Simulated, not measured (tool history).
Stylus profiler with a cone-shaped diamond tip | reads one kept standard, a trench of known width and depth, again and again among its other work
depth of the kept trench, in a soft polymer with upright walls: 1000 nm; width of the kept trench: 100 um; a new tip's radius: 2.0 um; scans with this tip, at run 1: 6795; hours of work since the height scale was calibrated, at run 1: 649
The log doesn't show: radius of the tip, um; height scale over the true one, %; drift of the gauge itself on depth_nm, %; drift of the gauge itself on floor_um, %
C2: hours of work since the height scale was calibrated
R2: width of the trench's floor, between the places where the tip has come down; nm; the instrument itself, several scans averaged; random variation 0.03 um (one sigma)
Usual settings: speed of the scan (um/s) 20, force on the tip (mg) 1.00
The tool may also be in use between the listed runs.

{"run": 1, "hour": 0.0, "speed of the scan (um/s)": 20, "force on the tip (mg)": 1.0, "scans with this tip": 6795, "C2": 649, "depth of the trench (nm)": 1000.56, "R2": 95970}
{"run": 2, "hour": 16.6, "speed of the scan (um/s)": 20, "force on the tip (mg)": 1.0, "scans with this tip": 6909, "C2": 660, "depth of the trench (nm)": 1000.87, "R2": 95990}
{"run": 3, "hour": 37.3, "speed of the scan (um/s)": 20, "force on the tip (mg)": 1.0, "scans with this tip": 7052, "C2": 674, "depth of the trench (nm)": 1000.69, "R2": 95950}
{"run": 4, "hour": 58.3, "speed of the scan (um/s)": 20, "force on the tip (mg)": 0.39, "scans with this tip": 7196, "C2": 688, "depth of the trench (nm)": 998.57, "R2": 95890}
{"run": 5, "hour": 75.3, "speed of the scan (um/s)": 20, "force on the tip (mg)": 0.39, "scans with this tip": 7313, "C2": 699, "depth of the trench (nm)": 998.47, "R2": 95850}
{"run": 6, "hour": 106.4, "speed of the scan (um/s)": 20, "force on the tip (mg)": 0.39, "scans with this tip": 7527, "C2": 719, "depth of the trench (nm)": 998.74, "R2": 95850}
{"run": 7, "hour": 123.7, "speed of the scan (um/s)": 20, "force on the tip (mg)": 0.39, "scans with this tip": 7646, "C2": 731, "depth of the trench (nm)": 998.49, "R2": 95880}
{"run": 8, "hour": 141.3, "speed of the scan (um/s)": 20, "force on the tip (mg)": 0.39, "scans with this tip": 7768, "C2": 742, "depth of the trench (nm)": 998.19, "R2": 95900}
{"run": 9, "hour": 157.9, "speed of the scan (um/s)": 20, "force on the tip (mg)": 0.39, "scans with this tip": 7882, "C2": 753, "depth of the trench (nm)": 998.06, "R2": 95910}
{"run": 10, "hour": 173.8, "speed of the scan (um/s)": 20, "force on the tip (mg)": 1.0, "scans with this tip": 7992, "C2": 764, "depth of the trench (nm)": 1000.4, "R2": 95900}
{"run": 11, "hour": 196.3, "speed of the scan (um/s)": 20, "force on the tip (mg)": 1.0, "scans with this tip": 8146, "C2": 778, "depth of the trench (nm)": 1000.21, "R2": 95910}
{"run": 12, "hour": 210.6, "speed of the scan (um/s)": 20, "force on the tip (mg)": 0.48, "scans with this tip": 8245, "C2": 788, "depth of the trench (nm)": 998.48, "R2": 95820}
{"run": 13, "hour": 235.9, "speed of the scan (um/s)": 20, "force on the tip (mg)": 0.48, "scans with this tip": 8419, "C2": 805, "depth of the trench (nm)": 998.34, "R2": 95870}
{"run": 14, "hour": 255.9, "speed of the scan (um/s)": 20, "force on the tip (mg)": 0.39, "scans with this tip": 8557, "C2": 818, "depth of the trench (nm)": 997.97, "R2": 95780}
{"run": 15, "hour": 288.8, "speed of the scan (um/s)": 20, "force on the tip (mg)": 0.39, "scans with this tip": 8783, "C2": 839, "depth of the trench (nm)": 997.86, "R2": 95810}
{"run": 16, "hour": 319.3, "speed of the scan (um/s)": 20, "force on the tip (mg)": 1.0, "scans with this tip": 8993, "C2": 859, "depth of the trench (nm)": 999.53, "R2": 95850}
{"run": 17, "hour": 351.3, "speed of the scan (um/s)": 20, "force on the tip (mg)": 1.0, "scans with this tip": 9213, "C2": 880, "depth of the trench (nm)": 999.52, "R2": 95820}
{"run": 18, "hour": 380.5, "speed of the scan (um/s)": 20, "force on the tip (mg)": 1.35, "scans with this tip": 9414, "C2": 900, "depth of the trench (nm)": 1000.49, "R2": 95770}
{"run": 19, "hour": 396.5, "speed of the scan (um/s)": 20, "force on the tip (mg)": 1.35, "scans with this tip": 9525, "C2": 910, "depth of the trench (nm)": 1000.5, "R2": 95770}
{"run": 20, "hour": 420.1, "speed of the scan (um/s)": 20, "force on the tip (mg)": 2.45, "scans with this tip": 9687, "C2": 926, "depth of the trench (nm)": 1002.74, "R2": 95820}
{"run": 21, "hour": 445.6, "speed of the scan (um/s)": 20, "force on the tip (mg)": 1.98, "scans with this tip": 9863, "C2": 943, "depth of the trench (nm)": 1001.86, "R2": 95800}
{"run": 22, "hour": 459.3, "speed of the scan (um/s)": 20, "force on the tip (mg)": 1.98, "scans with this tip": 9957, "C2": 952, "depth of the trench (nm)": 1001.62, "R2": 95800}
{"run": 23, "hour": 473.1, "speed of the scan (um/s)": 17, "force on the tip (mg)": 1.98, "scans with this tip": 10051, "C2": 961, "depth of the trench (nm)": 1001.3, "R2": 95770}
{"run": 24, "hour": 496.8, "speed of the scan (um/s)": 17, "force on the tip (mg)": 1.98, "scans with this tip": 10214, "C2": 976, "depth of the trench (nm)": 1001.66, "R2": 95790}
{"run": 25, "hour": 516.7, "speed of the scan (um/s)": 17, "force on the tip (mg)": 1.98, "scans with this tip": 10352, "C2": 989, "depth of the trench (nm)": 1001.35, "R2": 95740}
{"run": 26, "hour": 539.5, "speed of the scan (um/s)": 25, "force on the tip (mg)": 0.36, "scans with this tip": 10509, "C2": 1004, "depth of the trench (nm)": 996.77, "R2": 95650}
{"run": 27, "hour": 555.8, "speed of the scan (um/s)": 47, "force on the tip (mg)": 2.12, "scans with this tip": 10621, "C2": 1015, "depth of the trench (nm)": 1001.55, "R2": 95640}

Forecast run 28:
{"run": 28, "hour": 575.1, "speed of the scan (um/s)": 14, "force on the tip (mg)": 0.82, "scans with this tip": 10754, "C2": 1028, "depth of the trench (nm)": "?", "R2": "?"}

depth of the trench (nm): 998.26
R2: 95720 nm
Without the tool's hidden state the same run would have given depth of the trench (nm) 1003.66, R2 96460 nm.
